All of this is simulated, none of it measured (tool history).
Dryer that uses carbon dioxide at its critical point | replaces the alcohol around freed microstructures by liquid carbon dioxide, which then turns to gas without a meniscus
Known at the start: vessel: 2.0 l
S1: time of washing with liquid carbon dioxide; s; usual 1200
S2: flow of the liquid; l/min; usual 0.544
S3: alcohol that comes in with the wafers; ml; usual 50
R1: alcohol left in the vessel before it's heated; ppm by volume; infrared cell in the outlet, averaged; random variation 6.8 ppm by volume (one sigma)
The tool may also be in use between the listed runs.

run 1 hour=0.0 | S1=1200 S2=0.544 S3=50 | R1=569
-- hour=29.8 purifier's bed changed
run 2 hour=51.1 | S1=1200 S2=0.544 S3=50 | R1=516
run 3 hour=84.0 | S1=1200 S2=0.544 S3=50 | R1=554
run 4 hour=152.0 | S1=1200 S2=0.371 S3=50 | R1=1950
run 5 hour=188.7 | S1=1200 S2=0.544 S3=50 | R1=608
run 6 hour=236.6 | S1=1200 S2=0.544 S3=50 | R1=613
run 7 hour=274.5 | S1=1200 S2=0.544 S3=50 | R1=643
run 8 hour=320.8 | S1=1020 S2=0.544 S3=50 | R1=1117
run 9 hour=357.4 | S1=1200 S2=0.544 S3=50 | R1=691
run 10 hour=396.8 | S1=1200 S2=0.544 S3=50 | R1=714
-- hour=431.3 inlet filter changed
run 11 hour=465.7 | S1=1200 S2=0.544 S3=50 | R1=340
run 12 hour=523.6 | S1=1200 S2=0.502 S3=50 | R1=497
run 13 hour=582.5 | S1=1200 S2=0.502 S3=50 | R1=512
run 14 hour=633.2 | S1=1200 S2=0.385 S3=50 | R1=1294
run 15 hour=685.4 | S1=1020 S2=0.385 S3=50 | R1=2091
run 16 hour=745.1 | S1=1020 S2=0.385 S3=50 | R1=2171
run 17 hour=780.1 | S1=1200 S2=0.544 S3=50 | R1=447
run 18 hour=818.3 | S1=1200 S2=0.544 S3=50 | R1=472
run 19 hour=876.6 | S1=1080 S2=0.544 S3=50 | R1=707
run 20 hour=909.1 | S1=1740 S2=0.544 S3=50 | R1=152
-- hour=924.5 purifier's bed changed
run 21 hour=948.7 | S1=1740 S2=0.544 S3=50 | R1=86
run 22 hour=999.9 | S1=1200 S2=0.544 S3=50 | R1=470
run 23 hour=1063.0 | S1=1200 S2=0.544 S3=50 | R1=501
run 24 hour=1101.6 | S1=1200 S2=0.515 S3=25 | R1=333
run 25 hour=1156.5 | S1=1920 S2=0.407 S3=23 | R1=136
run 26 hour=1225.9 | S1=1500 S2=0.659 S3=61 | R1=117
run 27 hour=1291.7 | S1=1500 S2=0.584 S3=61 | R1=227
run 28 hour=1321.7 | S1=1140 S2=0.584 S3=61 | R1=715
run 29 hour=1356.4 | S1=1140 S2=0.584 S3=61 | R1=737
run 30 hour=1397.1 | S1=1320 S2=0.435 S3=24 | R1=518
-- hour=1454.8 inlet filter changed
run 31 hour=1464.6 | S1=960 S2=0.544 S3=23 | R1=383
run 32 hour=1525.9 | S1=780 S2=0.544 S3=50 | R1=1519
run 33 hour=1591.0 | S1=780 S2=0.544 S3=50 | R1=1593
run 34 hour=1637.0 | S1=1260 S2=0.544 S3=111 | R1=711
run 35 hour=1674.5 | S1=1200 S2=0.544 S3=41 | R1=357
run 36 hour=1718.5 | S1=1200 S2=0.544 S3=41 | R1=381
run 37 hour=1761.0 | S1=1320 S2=0.544 S3=96 | R1=546
run 38 hour=1807.1 | S1=1020 S2=0.345 S3=23 | R1=1356
-- hour=1823.0 purifier's bed changed
run 39 hour=1846.1 | S1=780 S2=0.438 S3=50 | R1=2977
run 40 hour=1880.8 | S1=1200 S2=0.523 S3=68 | R1=691
run 41 hour=1947.5 | S1=1740 S2=0.544 S3=48 | R1=85
run 42 hour=2007.8 | S1=1440 S2=0.544 S3=103 | R1=457
run 43 hour=2065.3 | S1=1200 S2=0.429 S3=50 | R1=1188
run 44 hour=2127.5 | S1=1200 S2=0.429 S3=50 | R1=1247
run 45 hour=2169.4 | S1=1200 S2=0.571 S3=54 | R1=503
run 46 hour=2224.9 | S1=1200 S2=0.571 S3=54 | R1=527

Forecast each of these 5 alternatives for the next run:
run A hour=2294.8 | S1=780 S2=0.544 S3=50 | R1=?
run B hour=2294.8 | S1=1860 S2=0.544 S3=45 | R1=?
run C hour=2294.8 | S1=1380 S2=0.571 S3=54 | R1=?
run D hour=2294.8 | S1=1260 S2=0.548 S3=39 | R1=?
run E hour=2294.8 | S1=1380 S2=0.544 S3=50 | R1=?

run=A R1=2215
run=B R1=109
run=C R1=332
run=D R1=404
run=E R1=373
Without the tool's hidden state the same runs would have given:
run=A R1=1422
run=B R1=31
run=C R1=138
run=D R1=188
run=E R1=160
